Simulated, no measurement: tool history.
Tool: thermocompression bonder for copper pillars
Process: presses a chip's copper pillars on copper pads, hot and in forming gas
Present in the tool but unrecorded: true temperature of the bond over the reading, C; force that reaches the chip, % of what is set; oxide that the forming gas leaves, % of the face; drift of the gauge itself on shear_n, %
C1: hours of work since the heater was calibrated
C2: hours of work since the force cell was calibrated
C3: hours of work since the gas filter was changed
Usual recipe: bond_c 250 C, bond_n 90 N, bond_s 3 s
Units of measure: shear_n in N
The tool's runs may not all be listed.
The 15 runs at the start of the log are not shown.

Run 16, day 7.583: usual settings; C1 1119; C2 538; C3 157. Result: shear_n 59.5 N.
Run 17, day 7.938: usual settings; C1 1125; C2 544; C3 163. Result: shear_n 58.2 N.
Run 18, day 8.275: usual settings; C1 1132; C2 551; C3 169. Result: shear_n 59.9 N.
At day 8.612: forming gas filter changed.
Run 19, day 8.812: usual settings; C1 1141; C2 560; C3 4. Result: shear_n 61.3 N.
Run 20, day 9.529: usual settings; C1 1154; C2 573; C3 17. Result: shear_n 61.7 N.
Run 21, day 9.912: usual settings but bond_c 242 C, bond_s 7 s; C1 1161; C2 580; C3 24. Result: shear_n 71 N.
Run 22, day 10.238: usual settings but bond_c 279 C, bond_n 74 N, bond_s 5 s; C1 1167; C2 586; C3 30. Result: shear_n 85.4 N.
Run 23, day 10.792: usual settings but bond_c 279 C, bond_n 74 N, bond_s 5 s; C1 1177; C2 596; C3 40. Result: shear_n 85.5 N.
Run 24, day 11.508: usual settings but bond_c 279 C, bond_n 74 N, bond_s 5 s; C1 1191; C2 610; C3 53. Result: shear_n 83.3 N.
Run 25, day 11.808: usual settings but bond_c 222 C, bond_s 2 s; C1 1196; C2 615; C3 59. Result: shear_n 33.7 N.
Run 26, day 12.104: usual settings but bond_c 236 C; C1 1201; C2 620; C3 64. Result: shear_n 49.5 N.
Run 27, day 12.612: usual settings but bond_c 222 C, bond_n 60 N, bond_s 8 s; C1 1211; C2 630; C3 73. Result: shear_n 39.6 N.
Run 28, day 12.992: usual settings but bond_c 221 C; C1 1218; C2 637; C3 80. Result: shear_n 38.8 N.
Run 29, day 13.633: usual settings but bond_c 221 C, bond_n 59 N; C1 1230; C2 649; C3 92. Result: shear_n 24.7 N.
Run 30, day 14.271: usual settings but bond_c 221 C, bond_n 59 N; C1 1241; C2 660; C3 104. Result: shear_n 25.6 N.
Run 31, day 14.596: usual settings but bond_c 267 C, bond_n 84 N, bond_s 6 s; C1 1247; C2 666; C3 110. Result: shear_n 84.8 N.
Run 32, day 15.288: usual settings but bond_c 267 C, bond_n 84 N, bond_s 6 s; C1 1260; C2 679; C3 122. Result: shear_n 84.1 N.
Run 33, day 15.662: usual settings but bond_c 252 C, bond_n 68 N, bond_s 2 s; C1 1267; C2 686; C3 129. Result: shear_n 42 N.

What does the tool deliver on the next run?
Run 34, day 16.054: usual settings but bond_c 228 C, bond_n 108 N, bond_s 4 s; C1 1274; C2 693; C3 136. Result: shear_n ?.

shear_n: 57 N
With no hidden state in the tool, this same run would have given shear_n 49 N.
